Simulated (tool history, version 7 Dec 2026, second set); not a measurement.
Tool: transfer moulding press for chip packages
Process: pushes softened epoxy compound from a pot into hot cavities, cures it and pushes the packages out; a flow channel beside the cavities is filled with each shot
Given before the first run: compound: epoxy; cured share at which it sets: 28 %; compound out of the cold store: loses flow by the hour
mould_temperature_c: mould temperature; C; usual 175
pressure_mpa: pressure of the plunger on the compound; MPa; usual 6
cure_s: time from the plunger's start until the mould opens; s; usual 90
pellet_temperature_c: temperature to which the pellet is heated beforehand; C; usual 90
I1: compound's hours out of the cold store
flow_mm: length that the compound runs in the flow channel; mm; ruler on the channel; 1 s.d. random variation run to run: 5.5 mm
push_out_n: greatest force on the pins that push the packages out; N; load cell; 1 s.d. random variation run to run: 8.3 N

Run 1, hour 0: usual settings; I1 27.2. Result: flow_mm 586 mm, push_out_n 353 N.
Run 2, hour 7.3: usual settings; I1 24.4. Result: flow_mm 594 mm, push_out_n 365 N.
Run 3, hour 20.5: usual settings; I1 44.5. Result: flow_mm 547 mm, push_out_n 350 N.
Run 4, hour 33.2: usual settings; I1 16.8. Result: flow_mm 616 mm, push_out_n 377 N.
Run 5, hour 43.7: usual settings; I1 43.3. Result: flow_mm 549 mm, push_out_n 357 N.
Run 6, hour 60.5: usual settings; I1 26.1. Result: flow_mm 602 mm, push_out_n 347 N.
Run 7, hour 72: usual settings; I1 29.1. Result: flow_mm 587 mm, push_out_n 359 N.
Run 8, hour 85.8: usual settings but cure_s 77 s; I1 33.5. Result: flow_mm 574 mm, push_out_n 464 N.
Run 9, hour 95.9: usual settings but cure_s 77 s; I1 25.8. Result: flow_mm 587 mm, push_out_n 475 N.
Run 10, hour 109.3: usual settings but pellet_temperature_c 83 C; I1 18.6. Result: flow_mm 600 mm, push_out_n 367 N.
Run 11, hour 118.2: usual settings but pellet_temperature_c 83 C; I1 18.4. Result: flow_mm 610 mm, push_out_n 384 N.
Run 12, hour 130.9: usual settings but cure_s 97 s; I1 10.8. Result: flow_mm 626 mm, push_out_n 326 N.
Run 13, hour 141.9: usual settings but cure_s 97 s; I1 33.2. Result: flow_mm 578 mm, push_out_n 340 N.
Run 14, hour 152.1: usual settings but pellet_temperature_c 93 C; I1 18.7. Result: flow_mm 596 mm, push_out_n 379 N.
Run 15, hour 164.1: usual settings but pressure_mpa 6.88 MPa, cure_s 119 s, pellet_temperature_c 97 C; I1 20.8. Result: flow_mm 640 mm, push_out_n 299 N.
Run 16, hour 175.4: usual settings but cure_s 75 s; I1 34.4. Result: flow_mm 569 mm, push_out_n 499 N.
Run 17, hour 192.1: usual settings but pressure_mpa 7.1 MPa, cure_s 112 s, pellet_temperature_c 99 C; I1 35.2. Result: flow_mm 618 mm, push_out_n 297 N.
Run 18, hour 202.3: usual settings but cure_s 86 s; I1 36. Result: flow_mm 570 mm, push_out_n 379 N.
Run 19, hour 215.5: usual settings but pressure_mpa 5.26 MPa, pellet_temperature_c 87 C; I1 26.5. Result: flow_mm 543 mm, push_out_n 355 N.
Run 20, hour 231.2: usual settings but pressure_mpa 5.26 MPa, pellet_temperature_c 87 C; I1 45.9. Result: flow_mm 510 mm, push_out_n 345 N.
Run 21, hour 240.3: usual settings but mould_temperature_c 183 C, cure_s 117 s, pellet_temperature_c 98 C; I1 43.9. Result: flow_mm 537 mm, push_out_n 291 N.
Run 22, hour 250.5: usual settings but mould_temperature_c 183 C, cure_s 117 s, pellet_temperature_c 98 C; I1 15.8. Result: flow_mm 588 mm, push_out_n 289 N.
Run 23, hour 262: usual settings but mould_temperature_c 183 C, cure_s 117 s, pellet_temperature_c 98 C; I1 9.3. Result: flow_mm 616 mm, push_out_n 298 N.
Run 24, hour 280.4: usual settings but mould_temperature_c 181 C, cure_s 94 s, pellet_temperature_c 98 C; I1 28.5. Result: flow_mm 562 mm, push_out_n 287 N.
Run 25, hour 292.7: usual settings but mould_temperature_c 181 C, cure_s 94 s, pellet_temperature_c 98 C; I1 27.5. Result: flow_mm 580 mm, push_out_n 283 N.
Run 26, hour 309.3: usual settings but mould_temperature_c 177 C, pressure_mpa 5.27 MPa, cure_s 94 s, pellet_temperature_c 98 C; I1 37.4. Result: flow_mm 511 mm, push_out_n 318 N.
Run 27, hour 317.3: usual settings but mould_temperature_c 177 C, pressure_mpa 5.27 MPa, cure_s 94 s, pellet_temperature_c 98 C; I1 14.7. Result: flow_mm 567 mm, push_out_n 313 N.
Run 28, hour 331.1: usual settings but pressure_mpa 5.97 MPa, pellet_temperature_c 100 C; I1 35.9. Result: flow_mm 569 mm, push_out_n 360 N.

The log once held 3 entries between its listed runs, left out of this copy. Where does each go, and what is different about the tool's unlogged condition between the listed run before it and the listed run after it?
After run 8, before run 9: cavities cleaned with cleaning compound and waxed (hour 92.6)
  pressure that reaches the compound, % of what is set: 99.9 -> 99.89; grip of the stained cavities, % over clean ones': 1.4 -> 0.1
After run 16, before run 17: cavities cleaned with cleaning compound and waxed (hour 186.4)
  pressure that reaches the compound, % of what is set: 99.86 -> 99.85; grip of the stained cavities, % over clean ones': 1.4 -> 0.2
After run 23, before run 24: cavities cleaned with cleaning compound and waxed (hour 280.4)
  grip of the stained cavities, % over clean ones': 1.3 -> 0

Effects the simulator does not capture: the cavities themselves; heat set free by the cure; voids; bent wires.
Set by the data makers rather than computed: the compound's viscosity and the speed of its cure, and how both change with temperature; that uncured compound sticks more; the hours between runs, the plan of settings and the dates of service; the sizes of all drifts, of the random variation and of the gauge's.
